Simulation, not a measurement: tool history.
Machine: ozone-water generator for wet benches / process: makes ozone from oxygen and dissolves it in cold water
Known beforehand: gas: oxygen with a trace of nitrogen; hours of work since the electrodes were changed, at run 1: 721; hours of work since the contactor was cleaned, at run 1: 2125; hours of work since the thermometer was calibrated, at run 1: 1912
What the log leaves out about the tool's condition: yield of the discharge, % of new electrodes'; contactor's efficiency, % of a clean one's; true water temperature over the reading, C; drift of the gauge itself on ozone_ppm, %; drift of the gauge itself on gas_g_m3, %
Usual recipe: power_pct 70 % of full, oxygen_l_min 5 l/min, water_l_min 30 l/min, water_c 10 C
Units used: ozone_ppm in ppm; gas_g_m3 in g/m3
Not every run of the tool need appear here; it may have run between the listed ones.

run    hour  power_pct  oxygen_l_min  water_l_min  water_c  hours of work since the electrodes were changed  hours of work since the contactor was cleaned  hours of work since the thermometer was calibrated  ozone_ppm  gas_g_m3
  1       0         70             5           30       10                                              721                                           2125                                                1912       11.2       142
  2    88.3         70          3.52           30       10                                              792                                           2196                                                1983       11.1     181.2
  3   136.8         70          3.52           30       10                                              831                                           2235                                                2022       11.3     178.5
  4   235.2         70             5           30       10                                              911                                           2314                                                2101       11.4     138.9
  5   327.7         70             5           30       10                                              985                                           2389                                                2176       11.1     142.7
  6   374.1         70             5           30       10                                             1023                                           2426                                                2213       11.1     140.6
  7     455         70             5           30       10                                             1088                                           2492                                                2279       11.2     143.5
  8   543.8         70             5           30       10                                             1159                                           2563                                                2350       11.2     141.6
  9   593.1         70             5           30       10                                             1199                                           2603                                                2390       11.1     141.2
 10   682.4         70             5           30       10                                             1271                                           2675                                                2462       11.1     140.8
 11   750.3         70             5           30       10                                             1326                                           2730                                                2516       11.2     140.6
 12   843.4         50             5           30       10                                             1401                                           2805                                                2591          8     103.9
 13   884.6         51           2.8           30        6                                             1434                                           2838                                                2625        8.1     156.6
 14   985.6         51           2.8           30        6                                             1515                                           2919                                                2706          8     157.6
 15    1084         51           2.8           30        6                                             1595                                           2998                                                2785        8.1     157.6
 16  1139.9         43          7.25           31        5                                             1640                                           3043                                                2830        7.2      70.5
 17    1197         70          5.32           30       16                                             1686                                           3089                                                2876       10.4     133.6
 18  1256.5         70          8.02           30       16                                             1734                                           3137                                                2924       10.2     100.5
 19  1326.5         53             5           30       10                                             1790                                           3194                                                2981        8.6     108.7
 20    1413         70             5           39       10                                             1860                                           3264                                                3051        8.4     139.7
 21  1483.6         70             5           39       10                                             1917                                           3320                                                3107        8.3     139.2
 22  1584.7         44           6.6           30       16                                             1998                                           3402                                                3189        6.8      75.4

Measured minus without-hidden-state, run by run (identical run-to-run variation in each term; gauge scatter may differ):
run  ozone_ppm  gas_g_m3
  1       -0.3        -1
  2       -0.3      -1.6
  3       -0.3      -1.7
  4       -0.3      -1.6
  5       -0.4      -1.8
  6       -0.4      -1.9
  7       -0.4      -2.2
  8       -0.4      -2.3
  9       -0.4      -2.5
 10       -0.5      -2.7
 11       -0.4      -2.9
 12       -0.3      -1.6
 13       -0.3      -2.5
 14       -0.3      -2.7
 15       -0.3      -2.9
 16       -0.2      -1.1
 17       -0.5      -3.7
 18       -0.6      -2.9
 19       -0.4      -2.4
 20       -0.5      -4.4
 21       -0.6      -4.6
 22       -0.3      -1.5

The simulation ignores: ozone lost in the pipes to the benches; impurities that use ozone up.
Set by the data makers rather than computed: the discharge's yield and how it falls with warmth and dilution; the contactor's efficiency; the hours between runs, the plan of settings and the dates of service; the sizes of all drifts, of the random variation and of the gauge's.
